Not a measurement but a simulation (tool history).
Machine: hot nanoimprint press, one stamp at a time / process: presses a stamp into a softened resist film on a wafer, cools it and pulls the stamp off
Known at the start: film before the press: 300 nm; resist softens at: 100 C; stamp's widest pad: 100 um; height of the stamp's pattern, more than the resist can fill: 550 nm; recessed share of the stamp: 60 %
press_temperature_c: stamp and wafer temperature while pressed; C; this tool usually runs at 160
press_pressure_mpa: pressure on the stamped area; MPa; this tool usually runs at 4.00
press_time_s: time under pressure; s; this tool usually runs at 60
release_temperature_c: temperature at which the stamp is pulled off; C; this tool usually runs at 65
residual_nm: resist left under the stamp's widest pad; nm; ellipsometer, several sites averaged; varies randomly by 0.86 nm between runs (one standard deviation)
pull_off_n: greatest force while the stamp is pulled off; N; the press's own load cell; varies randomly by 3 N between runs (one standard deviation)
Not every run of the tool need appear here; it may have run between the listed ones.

Run 1, hour 0.0: usual settings. Result: residual_nm 115.6 nm, pull_off_n 218 N.
Run 2, hour 19.7: usual settings. Result: residual_nm 114.5 nm, pull_off_n 216 N.
Run 3, hour 33.4: usual settings. Result: residual_nm 115.6 nm, pull_off_n 220 N.
Run 4, hour 43.7: usual settings. Result: residual_nm 114.1 nm, pull_off_n 222 N.
Run 5, hour 56.0: usual settings. Result: residual_nm 113.7 nm, pull_off_n 217 N.
Run 6, hour 75.4: usual settings but press_temperature_c 155 C. Result: residual_nm 158.9 nm, pull_off_n 229 N.
At hour 99.1: stamp cleaned and given a new release coat.
Run 7, hour 101.8: usual settings but press_temperature_c 155 C. Result: residual_nm 158.9 nm, pull_off_n 200 N.
Run 8, hour 126.0: usual settings but press_temperature_c 155 C. Result: residual_nm 160.3 nm, pull_off_n 213 N.
Run 9, hour 142.0: usual settings but press_temperature_c 155 C. Result: residual_nm 161.1 nm, pull_off_n 210 N.
Run 10, hour 153.9: usual settings. Result: residual_nm 114.6 nm, pull_off_n 213 N.
Run 11, hour 173.7: usual settings. Result: residual_nm 114.2 nm, pull_off_n 211 N.
Run 12, hour 192.3: usual settings but press_pressure_mpa 4.60 MPa. Result: residual_nm 107.3 nm, pull_off_n 211 N.
At hour 197.0: plate thermocouple calibrated.
Run 13, hour 218.3: usual settings but press_pressure_mpa 4.60 MPa. Result: residual_nm 103.8 nm, pull_off_n 216 N.
Run 14, hour 241.7: usual settings. Result: residual_nm 111.2 nm, pull_off_n 218 N.
At hour 247.7: plate thermocouple calibrated, once more.
Run 15, hour 262.6: usual settings. Result: residual_nm 114.9 nm, pull_off_n 221 N.
Run 16, hour 280.7: usual settings. Result: residual_nm 114.6 nm, pull_off_n 232 N.
At hour 287.9: stamp cleaned and given a new release coat.
Run 17, hour 299.5: usual settings but press_temperature_c 154 C, press_pressure_mpa 2.55 MPa. Result: residual_nm 196.6 nm, pull_off_n 208 N.
Run 18, hour 312.1: usual settings but press_temperature_c 154 C. Result: residual_nm 171.2 nm, pull_off_n 205 N.
Run 19, hour 334.1: usual settings but press_temperature_c 170 C, press_pressure_mpa 3.08 MPa, press_time_s 65 s, release_temperature_c 66 C. Result: residual_nm 63.4 nm, pull_off_n 204 N.
Run 20, hour 352.6: usual settings but press_temperature_c 168 C, press_pressure_mpa 3.00 MPa, release_temperature_c 73 C. Result: residual_nm 75.7 nm, pull_off_n 166 N.
Run 21, hour 369.5: usual settings but press_time_s 37 s, release_temperature_c 56 C. Result: residual_nm 139.7 nm, pull_off_n 261 N.
Run 22, hour 393.1: usual settings but press_temperature_c 167 C, press_pressure_mpa 4.14 MPa, press_time_s 44 s, release_temperature_c 63 C. Result: residual_nm 81.6 nm, pull_off_n 230 N.
Run 23, hour 416.5: usual settings but press_temperature_c 155 C, press_pressure_mpa 3.94 MPa, press_time_s 73 s, release_temperature_c 55 C. Result: residual_nm 148.0 nm, pull_off_n 277 N.
Run 24, hour 428.5: usual settings but press_temperature_c 152 C, press_pressure_mpa 2.50 MPa, press_time_s 79 s, release_temperature_c 55 C. Result: residual_nm 202.0 nm, pull_off_n 282 N.
Run 25, hour 444.9: usual settings but press_temperature_c 151 C, press_pressure_mpa 4.78 MPa, press_time_s 79 s, release_temperature_c 55 C. Result: residual_nm 173.6 nm, pull_off_n 285 N.
Run 26, hour 458.1: usual settings but press_temperature_c 156 C, press_pressure_mpa 5.60 MPa, press_time_s 88 s, release_temperature_c 62 C. Result: residual_nm 110.1 nm, pull_off_n 249 N.
At hour 471.8: stamp cleaned and given a new release coat.
Run 27, hour 484.6: usual settings but press_temperature_c 156 C, press_pressure_mpa 5.60 MPa, press_time_s 88 s, release_temperature_c 62 C. Result: residual_nm 112.0 nm, pull_off_n 220 N.
Run 28, hour 499.8: usual settings but press_temperature_c 156 C, press_pressure_mpa 5.60 MPa, press_time_s 88 s, release_temperature_c 62 C. Result: residual_nm 111.4 nm, pull_off_n 226 N.
Run 29, hour 512.3: usual settings but press_temperature_c 162 C, press_pressure_mpa 3.31 MPa, release_temperature_c 72 C. Result: residual_nm 108.1 nm, pull_off_n 170 N.
Run 30, hour 523.1: usual settings but press_pressure_mpa 5.15 MPa, release_temperature_c 57 C. Result: residual_nm 101.6 nm, pull_off_n 258 N.

Consider 4 possible next runs. They are alternatives, not a sequence: every one starts from the tool as it was left by run 30. What does each give?
Run A, hour 547.8: usual settings but release_temperature_c 56 C. Result: residual_nm ?, pull_off_n ?.
Run B, hour 547.8: usual settings but press_pressure_mpa 3.84 MPa, press_time_s 49 s, release_temperature_c 57 C. Result: residual_nm ?, pull_off_n ?.
Run C, hour 547.8: usual settings but press_pressure_mpa 5.33 MPa, press_time_s 38 s, release_temperature_c 64 C. Result: residual_nm ?, pull_off_n ?.
Run D, hour 547.8: usual settings but press_pressure_mpa 2.90 MPa. Result: residual_nm ?, pull_off_n ?.

run  residual_nm  pull_off_n
  A        111.7         265
  B        126.1         260
  C        122.9         217
  D        126.5         215
Had the tool no hidden state, the same runs would have come out as:
run  residual_nm  pull_off_n
  A        115.5         256
  B        130.2         251
  C        126.6         210
  D        130.8         208

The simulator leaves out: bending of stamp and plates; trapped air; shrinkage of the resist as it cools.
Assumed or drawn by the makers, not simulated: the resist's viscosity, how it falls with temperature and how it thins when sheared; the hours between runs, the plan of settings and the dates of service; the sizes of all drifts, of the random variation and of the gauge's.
